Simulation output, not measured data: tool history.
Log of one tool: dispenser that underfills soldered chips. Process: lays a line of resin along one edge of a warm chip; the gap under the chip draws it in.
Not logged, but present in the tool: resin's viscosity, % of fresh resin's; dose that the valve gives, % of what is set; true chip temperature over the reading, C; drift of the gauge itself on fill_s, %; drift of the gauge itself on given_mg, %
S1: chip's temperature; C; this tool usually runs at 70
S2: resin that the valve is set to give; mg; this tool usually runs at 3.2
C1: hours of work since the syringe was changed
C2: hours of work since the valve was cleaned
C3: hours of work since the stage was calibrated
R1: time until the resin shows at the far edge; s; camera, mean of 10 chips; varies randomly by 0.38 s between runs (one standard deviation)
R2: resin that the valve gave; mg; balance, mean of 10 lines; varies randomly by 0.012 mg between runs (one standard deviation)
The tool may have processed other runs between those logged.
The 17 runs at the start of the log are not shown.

At hour 71.9: new syringe of resin.
Run 18, hour 75.2: usual settings but S2 3.09 mg; C1 3; C2 46; C3 87. Result: R1 24.9 s, R2 3.02 mg.
Run 19, hour 79.2: usual settings but S2 3.09 mg; C1 6; C2 49; C3 90. Result: R1 28.2 s, R2 3.02 mg.
At hour 81.5: dispensing valve cleaned and set on the balance.
Run 20, hour 83.5: usual settings but S1 68 C, S2 2.92 mg; C1 8; C2 2; C3 93. Result: R1 33.1 s, R2 2.92 mg.
At hour 85.9: new syringe of resin.
Run 21, hour 87.6: usual settings but S1 68 C, S2 2.92 mg; C1 1; C2 5; C3 96. Result: R1 26.8 s, R2 2.9 mg.
Run 22, hour 91.9: usual settings but S1 72 C, S2 3.15 mg; C1 5; C2 8; C3 99. Result: R1 25.7 s, R2 3.14 mg.
Run 23, hour 97.6: usual settings but S1 71 C, S2 4.07 mg; C1 9; C2 13; C3 104. Result: R1 30.8 s, R2 4.04 mg.
At hour 99: new syringe of resin.
Run 24, hour 103.7: usual settings but S1 71 C, S2 4.07 mg; C1 4; C2 17; C3 108. Result: R1 25.5 s, R2 4.04 mg.
Run 25, hour 107.9: usual settings; C1 7; C2 20; C3 112. Result: R1 29.5 s, R2 3.15 mg.
Run 26, hour 110.6: usual settings but S1 56 C, S2 2.94 mg; C1 9; C2 22; C3 114. Result: R1 50.9 s, R2 2.91 mg.
At hour 111.9: new syringe of resin.
Run 27, hour 115: usual settings but S1 84 C; C1 2; C2 26; C3 117. Result: R1 16.7 s, R2 3.19 mg.
Run 28, hour 119: usual settings but S1 66 C, S2 3.19 mg; C1 6; C2 29; C3 120. Result: R1 31.4 s, R2 3.13 mg.
Run 29, hour 122.9: usual settings but S1 77 C, S2 3.19 mg; C1 9; C2 32; C3 123. Result: R1 25.7 s, R2 3.14 mg.
At hour 125: new syringe of resin.
Run 30, hour 127: usual settings but S1 71 C, S2 3.73 mg; C1 2; C2 35; C3 126. Result: R1 24.6 s, R2 3.65 mg.
Run 31, hour 132.6: usual settings but S1 74 C; C1 6; C2 39; C3 131. Result: R1 25.6 s, R2 3.14 mg.
At hour 138: new syringe of resin.
Run 32, hour 138.9: usual settings but S1 59 C, S2 4.06 mg; C1 1; C2 44; C3 135. Result: R1 32.8 s, R2 4 mg.
Run 33, hour 142.1: usual settings but S1 59 C, S2 4.06 mg; C1 3; C2 47; C3 138. Result: R1 36.9 s, R2 3.98 mg.
At hour 147.8: dispensing valve cleaned and set on the balance.
Run 34, hour 149.1: usual settings but S1 66 C, S2 4.06 mg; C1 8; C2 1; C3 143. Result: R1 33.9 s, R2 4.06 mg.
At hour 152: new syringe of resin.
Run 35, hour 155.7: usual settings but S1 66 C, S2 4.06 mg; C1 3; C2 6; C3 148. Result: R1 29 s, R2 4.05 mg.

Each row is a separate what-if for the run after 35, all from the same tool condition, not one after another. Results?
Run A, hour 160.9: usual settings but S1 64 C, S2 2.94 mg; C1 7; C2 10; C3 152. Result: R1 ?, R2 ?.
Run B, hour 160.9: usual settings but S1 62 C, S2 4.06 mg; C1 7; C2 10; C3 152. Result: R1 ?, R2 ?.
Run C, hour 160.9: usual settings but S2 3.85 mg; C1 7; C2 10; C3 152. Result: R1 ?, R2 ?.
Run D, hour 160.9: usual settings but S1 82 C, S2 4.06 mg; C1 7; C2 10; C3 152. Result: R1 ?, R2 ?.

run    R1    R2
  A  35.8  2.95
  B  37.3  4.05
  C  28.7  3.84
  D  20.3  4.04
With no hidden state in the tool, these same runs would have given:
run    R1    R2
  A  27.5  2.96
  B  28.7  4.07
  C    22  3.85
  D  15.7  4.06
